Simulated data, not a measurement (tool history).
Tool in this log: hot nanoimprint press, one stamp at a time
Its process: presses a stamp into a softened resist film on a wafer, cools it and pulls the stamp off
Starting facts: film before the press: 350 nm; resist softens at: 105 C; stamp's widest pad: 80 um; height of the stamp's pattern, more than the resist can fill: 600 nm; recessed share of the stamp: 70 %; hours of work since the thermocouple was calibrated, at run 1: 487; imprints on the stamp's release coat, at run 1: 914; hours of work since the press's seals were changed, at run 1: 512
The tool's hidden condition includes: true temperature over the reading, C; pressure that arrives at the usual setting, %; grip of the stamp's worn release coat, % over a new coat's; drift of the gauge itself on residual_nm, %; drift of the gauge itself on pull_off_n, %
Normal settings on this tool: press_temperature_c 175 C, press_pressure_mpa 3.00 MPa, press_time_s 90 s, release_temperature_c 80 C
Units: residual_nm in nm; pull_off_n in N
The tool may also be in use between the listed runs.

run	hour	press_temperature_c	press_pressure_mpa	press_time_s	release_temperature_c	hours of work since the thermocouple was calibrated	imprints on the stamp's release coat	hours of work since the press's seals were changed	residual_nm	pull_off_n
1	0.0	175	3.00	90	80	487	914	512	181.2	194
2	11.9	175	1.81	90	80	493	942	518	225.2	197
3	35.4	175	3.00	90	80	505	997	529	182.5	196
4	58.2	175	3.00	90	80	516	1050	541	181.4	192
5	70.5	175	3.00	90	80	522	1079	547	183.4	193
6	91.4	175	3.00	90	80	532	1128	557	181.4	199
7	105.2	175	3.00	90	80	539	1160	564	182.8	199
8	123.4	175	3.00	90	80	548	1202	573	181.3	196
9	139.0	183	3.00	90	80	555	1239	580	140.7	196
10	165.9	175	4.80	90	80	569	1301	593	144.5	206
# hour 173.6: plate thermocouple calibrated
11	180.8	175	4.80	100	80	4	1329	599	139.6	199
# hour 200.5: stamp cleaned and given a new release coat
12	208.9	175	3.00	90	73	14	20	610	185.1	233
13	235.6	175	3.00	90	73	27	82	623	185.5	233
14	249.4	175	3.00	90	73	34	114	630	185.9	223
15	274.6	175	3.00	90	73	47	173	642	186.5	227
16	290.5	175	3.00	90	73	54	210	650	185.4	232
17	305.6	183	3.00	112	75	62	246	658	131.3	223
# hour 313.6: gauge calibrated
18	333.2	174	4.75	90	80	75	310	671	149.6	196
19	356.4	175	4.65	93	66	87	364	682	144.2	264
20	378.0	170	2.50	92	85	97	415	693	227.0	168
21	398.0	166	2.50	92	85	107	461	703	254.6	165
22	421.1	176	3.00	50	80	119	515	714	212.8	202
23	443.1	167	2.57	95	65	129	567	725	243.4	276
24	466.4	176	2.57	117	65	141	621	737	177.2	269
25	478.0	175	2.66	90	80	147	648	742	195.1	195
26	502.0	179	3.85	90	68	158	704	754	142.4	273
27	514.2	175	2.69	87	84	164	733	760	193.9	181
28	535.4	175	2.69	87	84	175	782	770	196.0	171
29	563.1	180	3.00	90	80	188	847	784	155.7	192

How the hidden state differs across the entries between the runs, from the last listed run before each to the first after it:
Runs 10 to 11: plate thermocouple calibrated (hour 173.6)
  true temperature over the reading, C: 0.08 -> 0.01; drift of the gauge itself on residual_nm, %: 1.52 -> 1.63
  measured result minus the result with no hidden state, residual_nm: +2.0 -> +2.4 nm
Runs 11 to 12: stamp cleaned and given a new release coat (hour 200.5)
  true temperature over the reading, C: 0.01 -> 0.02; pressure that arrives at the usual setting, %: 99.8 -> 99.79; grip of the stamp's worn release coat, % over a new coat's: 1.7 -> 0; drift of the gauge itself on residual_nm, %: 1.63 -> 1.84
  measured result minus the result with no hidden state, residual_nm: +2.4 -> +3.4 nm
Runs 17 to 18: gauge calibrated (hour 313.6)
  pressure that arrives at the usual setting, %: 99.78 -> 99.77; grip of the stamp's worn release coat, % over a new coat's: 0.3 -> 0.4; drift of the gauge itself on residual_nm, %: 2.73 -> 0.18
  measured result minus the result with no hidden state, residual_nm: +3.6 -> +0.4 nm
